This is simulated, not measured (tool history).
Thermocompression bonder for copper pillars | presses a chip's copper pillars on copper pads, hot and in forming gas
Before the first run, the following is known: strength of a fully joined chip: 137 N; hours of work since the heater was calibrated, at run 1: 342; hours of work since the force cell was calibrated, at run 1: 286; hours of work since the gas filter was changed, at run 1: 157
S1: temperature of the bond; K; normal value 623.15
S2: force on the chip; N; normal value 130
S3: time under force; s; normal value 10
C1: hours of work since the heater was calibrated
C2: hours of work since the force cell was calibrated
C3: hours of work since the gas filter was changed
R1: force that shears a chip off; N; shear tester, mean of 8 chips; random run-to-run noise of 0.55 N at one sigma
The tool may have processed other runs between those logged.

Run 1, day 0: usual settings; C1 342; C2 286; C3 157. Result: R1 75.6 N.
Run 2, day 0.362: usual settings; C1 349; C2 293; C3 163. Result: R1 74.1 N.
Run 3, day 0.729: usual settings; C1 356; C2 300; C3 170. Result: R1 75.1 N.
Run 4, day 1.042: usual settings; C1 361; C2 305; C3 176. Result: R1 74.7 N.
Run 5, day 1.588: usual settings; C1 371; C2 315; C3 186. Result: R1 73.5 N.
Run 6, day 1.883: usual settings but S3 12 s; C1 376; C2 321; C3 191. Result: R1 78.1 N.
Run 7, day 2.388: usual settings but S1 599.15 K; C1 386; C2 330; C3 200. Result: R1 60.2 N.
Run 8, day 2.779: usual settings but S1 599.15 K; C1 393; C2 337; C3 207. Result: R1 61.1 N.
Run 9, day 3.204: usual settings but S1 599.15 K; C1 400; C2 344; C3 215. Result: R1 61.7 N.
At day 3.538: forming gas filter changed.
Run 10, day 3.596: usual settings but S1 599.15 K, S3 8 s; C1 407; C2 351; C3 1. Result: R1 60.5 N.
Run 11, day 3.846: usual settings but S1 612.15 K, S2 101 N, S3 9 s; C1 412; C2 356; C3 6. Result: R1 54.9 N.
Run 12, day 4.138: usual settings but S1 612.15 K, S2 101 N, S3 9 s; C1 417; C2 361; C3 11. Result: R1 55.1 N.
Run 13, day 4.612: usual settings but S1 646.15 K, S2 143 N, S3 15 s; C1 426; C2 370; C3 19. Result: R1 106.4 N.
Run 14, day 5.162: usual settings but S1 646.15 K, S2 143 N, S3 15 s; C1 436; C2 380; C3 29. Result: R1 105.5 N.

Forecast run 15:
Run 15, day 5.675: usual settings but S1 597.15 K, S2 106 N; C1 445; C2 389; C3 39. Result: R1 ?.

Run 15 yielded R1 53.1 N.
With no hidden state in the tool, this same run would have given R1 55.1 N.

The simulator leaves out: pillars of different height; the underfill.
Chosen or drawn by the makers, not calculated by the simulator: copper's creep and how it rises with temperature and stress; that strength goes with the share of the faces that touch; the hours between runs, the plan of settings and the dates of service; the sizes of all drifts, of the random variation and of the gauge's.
